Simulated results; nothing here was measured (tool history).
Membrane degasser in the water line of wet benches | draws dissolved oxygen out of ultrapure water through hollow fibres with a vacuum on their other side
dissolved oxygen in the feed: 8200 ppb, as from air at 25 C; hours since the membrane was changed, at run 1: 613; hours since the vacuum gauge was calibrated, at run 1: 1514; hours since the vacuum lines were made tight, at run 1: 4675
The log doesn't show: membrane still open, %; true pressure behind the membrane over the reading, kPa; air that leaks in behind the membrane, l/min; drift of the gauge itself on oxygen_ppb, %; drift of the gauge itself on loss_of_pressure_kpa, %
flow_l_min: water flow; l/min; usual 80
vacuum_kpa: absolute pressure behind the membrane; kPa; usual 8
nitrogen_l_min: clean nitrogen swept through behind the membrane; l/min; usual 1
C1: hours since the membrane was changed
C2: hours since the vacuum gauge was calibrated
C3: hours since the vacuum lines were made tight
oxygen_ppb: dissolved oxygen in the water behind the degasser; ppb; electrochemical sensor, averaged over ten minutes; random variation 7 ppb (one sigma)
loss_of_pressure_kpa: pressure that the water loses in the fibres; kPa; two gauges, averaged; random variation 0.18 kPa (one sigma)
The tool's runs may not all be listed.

run 1 hour=0 | flow_l_min=80 vacuum_kpa=8 nitrogen_l_min=1 | C1=613 C2=1514 C3=4675 | oxygen_ppb=716.1 loss_of_pressure_kpa=31.38
run 2 hour=82.9 | flow_l_min=80 vacuum_kpa=8 nitrogen_l_min=1 | C1=695 C2=1597 C3=4757 | oxygen_ppb=712.7 loss_of_pressure_kpa=31.61
run 3 hour=198.8 | flow_l_min=80 vacuum_kpa=8 nitrogen_l_min=1 | C1=811 C2=1713 C3=4873 | oxygen_ppb=715.2 loss_of_pressure_kpa=30.99
run 4 hour=324.4 | flow_l_min=80 vacuum_kpa=8 nitrogen_l_min=1 | C1=937 C2=1839 C3=4999 | oxygen_ppb=718.3 loss_of_pressure_kpa=31.34
run 5 hour=449.8 | flow_l_min=80 vacuum_kpa=8 nitrogen_l_min=1 | C1=1062 C2=1964 C3=5124 | oxygen_ppb=701.7 loss_of_pressure_kpa=31.45
run 6 hour=531.6 | flow_l_min=80 vacuum_kpa=8 nitrogen_l_min=1 | C1=1144 C2=2046 C3=5206 | oxygen_ppb=714.4 loss_of_pressure_kpa=31.96
run 7 hour=670.5 | flow_l_min=80 vacuum_kpa=8 nitrogen_l_min=1 | C1=1283 C2=2185 C3=5345 | oxygen_ppb=705.9 loss_of_pressure_kpa=31.55
-- hour=726 seals of the vacuum lines changed
run 8 hour=767.3 | flow_l_min=80 vacuum_kpa=8 nitrogen_l_min=1 | C1=1378 C2=2280 C3=41 | oxygen_ppb=720.9 loss_of_pressure_kpa=31.96
run 9 hour=864.9 | flow_l_min=80 vacuum_kpa=8 nitrogen_l_min=1 | C1=1475 C2=2377 C3=139 | oxygen_ppb=719.7 loss_of_pressure_kpa=31.47
run 10 hour=965.2 | flow_l_min=80 vacuum_kpa=19.44 nitrogen_l_min=1 | C1=1576 C2=2478 C3=239 | oxygen_ppb=1897.4 loss_of_pressure_kpa=31.86
run 11 hour=1094.4 | flow_l_min=80 vacuum_kpa=19.44 nitrogen_l_min=1 | C1=1705 C2=2607 C3=368 | oxygen_ppb=1907.2 loss_of_pressure_kpa=32.21
-- hour=1103.4 vacuum gauge calibrated
run 12 hour=1169 | flow_l_min=80 vacuum_kpa=18.47 nitrogen_l_min=1.56 | C1=1779 C2=66 C3=443 | oxygen_ppb=1406.3 loss_of_pressure_kpa=31.89
run 13 hour=1278.9 | flow_l_min=101 vacuum_kpa=19.2 nitrogen_l_min=1.43 | C1=1889 C2=176 C3=552 | oxygen_ppb=1858 loss_of_pressure_kpa=40.22
run 14 hour=1376.5 | flow_l_min=101 vacuum_kpa=19.2 nitrogen_l_min=1.43 | C1=1987 C2=273 C3=650 | oxygen_ppb=1856 loss_of_pressure_kpa=40.23
run 15 hour=1468.8 | flow_l_min=101 vacuum_kpa=19.2 nitrogen_l_min=1.43 | C1=2079 C2=365 C3=742 | oxygen_ppb=1862.5 loss_of_pressure_kpa=40.33
run 16 hour=1533.6 | flow_l_min=101 vacuum_kpa=19.2 nitrogen_l_min=1.43 | C1=2144 C2=430 C3=807 | oxygen_ppb=1868.6 loss_of_pressure_kpa=40.61
run 17 hour=1617.5 | flow_l_min=49 vacuum_kpa=7.79 nitrogen_l_min=0.6 | C1=2228 C2=514 C3=891 | oxygen_ppb=637.9 loss_of_pressure_kpa=19.48
run 18 hour=1691.4 | flow_l_min=62 vacuum_kpa=9.54 nitrogen_l_min=0.5 | C1=2301 C2=588 C3=965 | oxygen_ppb=1092.5 loss_of_pressure_kpa=24.89
-- hour=1801.5 vacuum gauge calibrated, once more
run 19 hour=1812.9 | flow_l_min=62 vacuum_kpa=9.54 nitrogen_l_min=0.5 | C1=2422 C2=11 C3=1086 | oxygen_ppb=1042.1 loss_of_pressure_kpa=24.91
run 20 hour=1887.1 | flow_l_min=80 vacuum_kpa=8 nitrogen_l_min=2.95 | C1=2497 C2=86 C3=1160 | oxygen_ppb=385.4 loss_of_pressure_kpa=32.35
run 21 hour=2045 | flow_l_min=80 vacuum_kpa=8 nitrogen_l_min=2.95 | C1=2655 C2=243 C3=1318 | oxygen_ppb=381.6 loss_of_pressure_kpa=32.46
run 22 hour=2109.9 | flow_l_min=80 vacuum_kpa=8 nitrogen_l_min=2.95 | C1=2719 C2=308 C3=1383 | oxygen_ppb=388.8 loss_of_pressure_kpa=32.23

Measured less the same run without the tool's hidden state. The same run-to-run variation is in both; the gauge's scatter may not be:
run=1 oxygen_ppb=+17 loss_of_pressure_kpa=+0.27
run=2 oxygen_ppb=+18.1 loss_of_pressure_kpa=+0.31
run=3 oxygen_ppb=+20 loss_of_pressure_kpa=+0.35
run=4 oxygen_ppb=+22.2 loss_of_pressure_kpa=+0.41
run=5 oxygen_ppb=+23.5 loss_of_pressure_kpa=+0.46
run=6 oxygen_ppb=+25.2 loss_of_pressure_kpa=+0.5
run=7 oxygen_ppb=+26.9 loss_of_pressure_kpa=+0.55
run=8 oxygen_ppb=+30 loss_of_pressure_kpa=+0.6
run=9 oxygen_ppb=+31.4 loss_of_pressure_kpa=+0.64
run=10 oxygen_ppb=+25.1 loss_of_pressure_kpa=+0.68
run=11 oxygen_ppb=+26.8 loss_of_pressure_kpa=+0.74
run=12 oxygen_ppb=+28.9 loss_of_pressure_kpa=+0.76
run=13 oxygen_ppb=+38.8 loss_of_pressure_kpa=+1.01
run=14 oxygen_ppb=+40.2 loss_of_pressure_kpa=+1.08
run=15 oxygen_ppb=+41.7 loss_of_pressure_kpa=+1.12
run=16 oxygen_ppb=+42.8 loss_of_pressure_kpa=+1.17
run=17 oxygen_ppb=+40.6 loss_of_pressure_kpa=+0.59
run=18 oxygen_ppb=+51.6 loss_of_pressure_kpa=+0.77
run=19 oxygen_ppb=+0.9 loss_of_pressure_kpa=+0.81
run=20 oxygen_ppb=+14.8 loss_of_pressure_kpa=+1.07
run=21 oxygen_ppb=+16.2 loss_of_pressure_kpa=+1.14
run=22 oxygen_ppb=+17.2 loss_of_pressure_kpa=+1.16
